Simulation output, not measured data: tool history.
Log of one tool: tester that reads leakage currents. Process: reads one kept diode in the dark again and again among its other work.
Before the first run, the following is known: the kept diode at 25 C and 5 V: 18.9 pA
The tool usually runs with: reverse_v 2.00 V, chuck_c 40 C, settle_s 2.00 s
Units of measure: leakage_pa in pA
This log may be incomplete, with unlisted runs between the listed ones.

Run 1, hour 0.0: usual settings. Result: leakage_pa 41.02 pA.
Run 2, hour 210.8: usual settings. Result: leakage_pa 41.48 pA.
Run 3, hour 392.2: usual settings. Result: leakage_pa 42.20 pA.
Run 4, hour 584.9: usual settings. Result: leakage_pa 43.10 pA.
Run 5, hour 771.9: usual settings. Result: leakage_pa 43.52 pA.
At hour 817.4: tester calibrated.
Run 6, hour 887.9: usual settings but reverse_v 3.05 V. Result: leakage_pa 56.40 pA.
Run 7, hour 1091.2: usual settings. Result: leakage_pa 46.12 pA.
Run 8, hour 1222.6: usual settings. Result: leakage_pa 46.02 pA.
Run 9, hour 1367.7: usual settings but reverse_v 19.23 V. Result: leakage_pa 173.80 pA.
Run 10, hour 1501.2: usual settings but chuck_c 24 C. Result: leakage_pa 14.79 pA.
Run 11, hour 1589.0: usual settings but chuck_c 24 C. Result: leakage_pa 15.00 pA.
Run 12, hour 1694.5: usual settings but chuck_c 24 C. Result: leakage_pa 15.17 pA.
Run 13, hour 1880.9: usual settings but reverse_v 7.84 V. Result: leakage_pa 107.42 pA.
Run 14, hour 2023.1: usual settings but chuck_c 29 C, settle_s 7.34 s. Result: leakage_pa 22.37 pA.
At hour 2082.6: chuck's temperature calibrated.
Run 15, hour 2123.7: usual settings but chuck_c 29 C, settle_s 7.34 s. Result: leakage_pa 21.42 pA.
At hour 2160.0: probe card cleaned and baked.
Run 16, hour 2292.7: usual settings but chuck_c 29 C, settle_s 7.34 s. Result: leakage_pa 16.87 pA.
Run 17, hour 2493.9: usual settings but chuck_c 29 C, settle_s 7.34 s. Result: leakage_pa 17.44 pA.
Run 18, hour 2693.8: usual settings but reverse_v 3.81 V, chuck_c 23 C, settle_s 3.64 s. Result: leakage_pa 16.02 pA.
Run 19, hour 2871.5: usual settings but reverse_v 1.37 V, chuck_c 27 C, settle_s 1.75 s. Result: leakage_pa 12.81 pA.
Run 20, hour 2976.4: usual settings but reverse_v 1.37 V, chuck_c 27 C, settle_s 1.75 s. Result: leakage_pa 12.91 pA.
Run 21, hour 3139.2: usual settings but reverse_v 3.67 V, chuck_c 28 C, settle_s 1.75 s. Result: leakage_pa 25.42 pA.

Subtracting, for every run, the result it would have given without the tool's unlogged condition from the measured result gives the following. The same run-to-run variation enters both numbers; the gauge's scatter may not:
The hidden state here: stray current of the dirty probe card, pA a volt; current scale over the true one, %; true chuck temperature over the reading, C; drift of the gauge itself on leakage_pa, %.
run  leakage_pa
  1       -1.02
  2       -0.32
  3       +0.29
  4       +0.98
  5       +1.61
  6       +4.51
  7       +3.90
  8       +4.33
  9      +35.79
 10       +3.95
 11       +4.19
 12       +4.45
 13      +21.54
 14       +5.69
 15       +4.62
 16       +0.19
 17       +0.71
 18       +2.20
 19       +1.18
 20       +1.37
 21       +4.18
